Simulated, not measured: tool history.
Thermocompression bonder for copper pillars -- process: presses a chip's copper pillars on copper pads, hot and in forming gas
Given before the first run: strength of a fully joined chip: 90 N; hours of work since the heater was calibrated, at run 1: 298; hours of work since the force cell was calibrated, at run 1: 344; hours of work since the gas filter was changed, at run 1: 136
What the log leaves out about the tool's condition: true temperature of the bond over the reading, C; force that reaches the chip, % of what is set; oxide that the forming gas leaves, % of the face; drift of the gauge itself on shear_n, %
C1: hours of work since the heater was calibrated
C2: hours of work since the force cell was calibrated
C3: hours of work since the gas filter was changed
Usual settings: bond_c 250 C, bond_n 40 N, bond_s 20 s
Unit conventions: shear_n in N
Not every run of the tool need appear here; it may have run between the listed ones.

Run 1, hour 0: usual settings; C1 298; C2 344; C3 136. Result: shear_n 59.6 N.
Run 2, hour 21.2: usual settings; C1 307; C2 354; C3 146. Result: shear_n 59.4 N.
Run 3, hour 38.9: usual settings; C1 315; C2 362; C3 154. Result: shear_n 58.2 N.
Run 4, hour 50.3: usual settings; C1 320; C2 367; C3 159. Result: shear_n 59 N.
Run 5, hour 60.9: usual settings but bond_n 36 N; C1 325; C2 372; C3 164. Result: shear_n 56 N.
Run 6, hour 78.2: usual settings; C1 333; C2 379; C3 171. Result: shear_n 58.5 N.
At hour 91.4: forming gas filter changed.
Run 7, hour 94.9: usual settings but bond_n 58 N; C1 340; C2 387; C3 2. Result: shear_n 69.9 N.
Run 8, hour 107.6: usual settings but bond_n 58 N; C1 346; C2 392; C3 7. Result: shear_n 69.7 N.
Run 9, hour 129.6: usual settings but bond_n 58 N; C1 355; C2 402; C3 17. Result: shear_n 70.3 N.
Run 10, hour 145.8: usual settings but bond_n 58 N; C1 363; C2 409; C3 24. Result: shear_n 69.9 N.
Run 11, hour 159.9: usual settings but bond_n 30 N; C1 369; C2 416; C3 31. Result: shear_n 54.9 N.
Run 12, hour 171.1: usual settings but bond_n 30 N; C1 374; C2 421; C3 36. Result: shear_n 53.7 N.
Run 13, hour 191.6: usual settings but bond_s 12 s; C1 383; C2 430; C3 45. Result: shear_n 52.8 N.
Run 14, hour 213: usual settings; C1 393; C2 439; C3 54. Result: shear_n 60.4 N.
Run 15, hour 232.7: usual settings; C1 402; C2 448; C3 63. Result: shear_n 60.1 N.
Run 16, hour 242.7: usual settings but bond_s 55 s; C1 406; C2 453; C3 68. Result: shear_n 74.7 N.
Run 17, hour 261.6: usual settings but bond_n 37 N; C1 414; C2 461; C3 76. Result: shear_n 57.3 N.
Run 18, hour 271.1: usual settings; C1 419; C2 465; C3 80. Result: shear_n 59.4 N.
Run 19, hour 283.3: usual settings; C1 424; C2 471; C3 86. Result: shear_n 60.6 N.
Run 20, hour 302.7: usual settings but bond_s 23 s; C1 433; C2 479; C3 95. Result: shear_n 61.6 N.
Run 21, hour 312.9: usual settings but bond_n 26 N, bond_s 50 s; C1 437; C2 484; C3 99. Result: shear_n 63.3 N.
Run 22, hour 335.5: usual settings but bond_n 26 N, bond_s 50 s; C1 448; C2 494; C3 109. Result: shear_n 63.9 N.
Run 23, hour 351.3: usual settings but bond_c 244 C, bond_n 42 N, bond_s 29 s; C1 455; C2 501; C3 116. Result: shear_n 62 N.
Run 24, hour 364.5: usual settings but bond_c 239 C, bond_n 42 N, bond_s 33 s; C1 461; C2 507; C3 122. Result: shear_n 61.6 N.
Run 25, hour 379.9: usual settings but bond_c 228 C, bond_n 34 N, bond_s 33 s; C1 467; C2 514; C3 129. Result: shear_n 50.3 N.
Run 26, hour 395.5: usual settings but bond_n 24 N; C1 474; C2 521; C3 136. Result: shear_n 46.6 N.
Run 27, hour 414.4: usual settings but bond_c 245 C; C1 483; C2 529; C3 144. Result: shear_n 55.5 N.
Run 28, hour 425.1: usual settings but bond_c 235 C, bond_n 27 N, bond_s 10 s; C1 488; C2 534; C3 149. Result: shear_n 30.8 N.
Run 29, hour 436.9: usual settings but bond_c 237 C, bond_n 47 N, bond_s 24 s; C1 493; C2 539; C3 155. Result: shear_n 56.6 N.
Run 30, hour 458: usual settings but bond_c 237 C, bond_n 47 N, bond_s 24 s; C1 502; C2 549; C3 164. Result: shear_n 56.3 N.
Run 31, hour 472.8: usual settings but bond_c 237 C, bond_n 47 N, bond_s 24 s; C1 509; C2 556; C3 171. Result: shear_n 56.5 N.
At hour 486.7: forming gas filter changed.
Run 32, hour 492.3: usual settings but bond_c 233 C, bond_n 47 N, bond_s 12 s; C1 517; C2 564; C3 3. Result: shear_n 46.2 N.
Run 33, hour 509.1: usual settings but bond_c 234 C, bond_n 45 N, bond_s 27 s; C1 525; C2 572; C3 10. Result: shear_n 58.6 N.
Run 34, hour 521.7: usual settings but bond_c 234 C, bond_n 45 N, bond_s 27 s; C1 531; C2 577; C3 16. Result: shear_n 58.5 N.
Run 35, hour 534.1: usual settings but bond_c 257 C, bond_n 52 N, bond_s 53 s; C1 536; C2 583; C3 21. Result: shear_n 81.4 N.
Run 36, hour 544: usual settings but bond_c 259 C, bond_n 50 N, bond_s 16 s; C1 541; C2 587; C3 26. Result: shear_n 67 N.
Run 37, hour 561.4: usual settings but bond_c 241 C, bond_s 21 s; C1 548; C2 595; C3 33. Result: shear_n 55.1 N.
Run 38, hour 578.7: usual settings but bond_c 241 C, bond_s 21 s; C1 556; C2 603; C3 41. Result: shear_n 55.6 N.
Run 39, hour 592.3: usual settings but bond_c 241 C, bond_n 36 N, bond_s 58 s; C1 562; C2 609; C3 47. Result: shear_n 69.5 N.

3 options for the next run, each taken on its own from the tool as it stands now. Forecast them:
Run A, hour 607.4: usual settings but bond_c 240 C, bond_n 38 N, bond_s 34 s; C1 569; C2 616; C3 54. Result: shear_n ?.
Run B, hour 607.4: usual settings but bond_c 256 C, bond_n 36 N, bond_s 33 s; C1 569; C2 616; C3 54. Result: shear_n ?.
Run C, hour 607.4: usual settings but bond_c 236 C, bond_s 54 s; C1 569; C2 616; C3 54. Result: shear_n ?.

run  shear_n
  A     60.5
  B       68
  C     66.4
Take away the tool's hidden state, keep each run's random variation, and the runs would have read:
run  shear_n
  A     65.1
  B     72.2
  C     70.8
